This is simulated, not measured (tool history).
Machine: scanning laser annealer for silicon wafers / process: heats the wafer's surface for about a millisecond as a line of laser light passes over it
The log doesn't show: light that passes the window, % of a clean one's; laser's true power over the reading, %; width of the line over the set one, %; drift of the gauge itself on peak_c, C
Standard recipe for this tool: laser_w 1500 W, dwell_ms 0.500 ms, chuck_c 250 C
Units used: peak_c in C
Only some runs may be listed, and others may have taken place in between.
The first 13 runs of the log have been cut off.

run,hour,laser_w,dwell_ms,chuck_c,hours of work since the window was cleaned,hours of work since the power meter was calibrated,hours of work since the optics were aligned,peak_c
14,926.2,1585,0.500,250,254,624,624,1047
15,996.3,1585,0.500,250,296,665,665,1049
16,1041.3,1585,0.500,250,323,692,692,1045
17,1085.2,1585,0.500,250,349,718,718,1043
# hour 1115.6: window over the wafer cleaned
18,1155.3,1585,0.470,240,24,758,758,1003
19,1241.7,1327,0.445,250,75,810,810,853
20,1305.8,1327,0.445,250,113,848,848,853
21,1374.2,1354,0.551,227,154,888,888,928
# hour 1399.0: optics aligned, line set to its width
22,1444.5,1353,0.445,283,192,927,27,899
23,1523.4,1500,0.540,227,239,974,74,1004
24,1622.0,1500,0.616,240,298,1033,132,1081
25,1719.4,1500,0.616,240,356,1090,190,1081
# hour 1740.9: window over the wafer cleaned
26,1770.7,1500,0.561,262,18,1120,220,1057
27,1824.4,1500,0.449,262,50,1152,251,962
28,1904.2,1500,0.449,262,97,1199,299,961
29,1995.7,1312,0.360,250,151,1253,353,774
30,2091.5,1634,0.517,237,208,1310,410,1077
31,2172.6,1550,0.378,237,256,1358,458,896
32,2233.1,1550,0.378,237,292,1394,494,895
33,2292.4,1550,0.378,237,327,1429,529,895
34,2344.1,1371,0.509,272,358,1460,560,951

Below are 3 alternative next runs, each starting from the tool's condition after run 34. Predict each:
# hour 2357.4: window over the wafer cleaned
A,2422.3,1276,0.485,214,38,1505,605,?
# hour 2357.4: window over the wafer cleaned
B,2422.3,1396,0.452,268,38,1505,605,?
# hour 2357.4: window over the wafer cleaned
C,2422.3,1450,0.482,235,38,1505,605,?

run,peak_c
A,817
B,913
C,934
With no hidden state in the tool, these same runs would have given:
run,peak_c
A,818
B,913
C,935
